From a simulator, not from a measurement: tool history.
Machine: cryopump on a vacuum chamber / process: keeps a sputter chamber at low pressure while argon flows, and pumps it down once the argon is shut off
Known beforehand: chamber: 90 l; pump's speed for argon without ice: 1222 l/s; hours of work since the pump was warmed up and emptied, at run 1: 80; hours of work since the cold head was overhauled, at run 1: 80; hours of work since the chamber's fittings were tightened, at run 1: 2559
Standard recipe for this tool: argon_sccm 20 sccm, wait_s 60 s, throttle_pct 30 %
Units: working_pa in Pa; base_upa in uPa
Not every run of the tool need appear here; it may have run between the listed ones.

run	day	argon_sccm	wait_s	throttle_pct	hours of work since the pump was warmed up and emptied	hours of work since the cold head was overhauled	hours of work since the chamber's fittings were tightened	working_pa	base_upa
1	0.000	20	60	30	80	80	2559	0.0937	3.34
2	0.975	20	60	30	91	91	2570	0.0933	3.24
3	1.871	20	60	30	101	101	2580	0.0940	3.31
4	2.983	20	60	30	113	113	2592	0.0939	3.28
5	4.367	20	60	30	129	129	2608	0.0921	3.43
6	5.217	19	60	30	138	138	2617	0.0887	3.43
7	5.804	19	183	30	145	145	2624	0.0888	2.10
8	6.933	19	183	30	157	157	2636	0.0901	2.06
9	8.229	19	183	30	172	172	2651	0.0884	2.12
10	9.650	19	60	16	188	188	2667	0.1678	3.43
11	11.067	20	60	31	204	204	2683	0.0913	3.38
12	12.075	19	60	37	215	215	2694	0.0739	3.56
13	13.392	19	169	15	230	230	2709	0.1769	2.20
14	14.546	11	60	30	243	243	2722	0.0514	3.39
15	15.475	10	228	35	253	253	2732	0.0408	2.06
16	16.621	10	228	35	266	266	2745	0.0398	2.10
17	18.029	19	147	40	282	282	2761	0.0681	2.31
18	18.817	17	60	26	290	290	2769	0.0925	3.49

Forecast each of these 4 alternatives for the next run:
A	19.725	37	187	26	301	301	2780	?	?
B	19.725	17	268	26	301	301	2780	?	?
C	19.725	17	60	33	301	301	2780	?	?
D	19.725	20	35	30	301	301	2780	?	?

run	working_pa	base_upa
A	0.2025	2.18
B	0.0922	1.99
C	0.0736	3.59
D	0.0953	5.06
Stripped of hidden state, with their random variation kept, the same runs would have yielded:
run	working_pa	base_upa
A	0.1968	0.91
B	0.0896	0.69
C	0.0709	2.28
D	0.0922	3.75
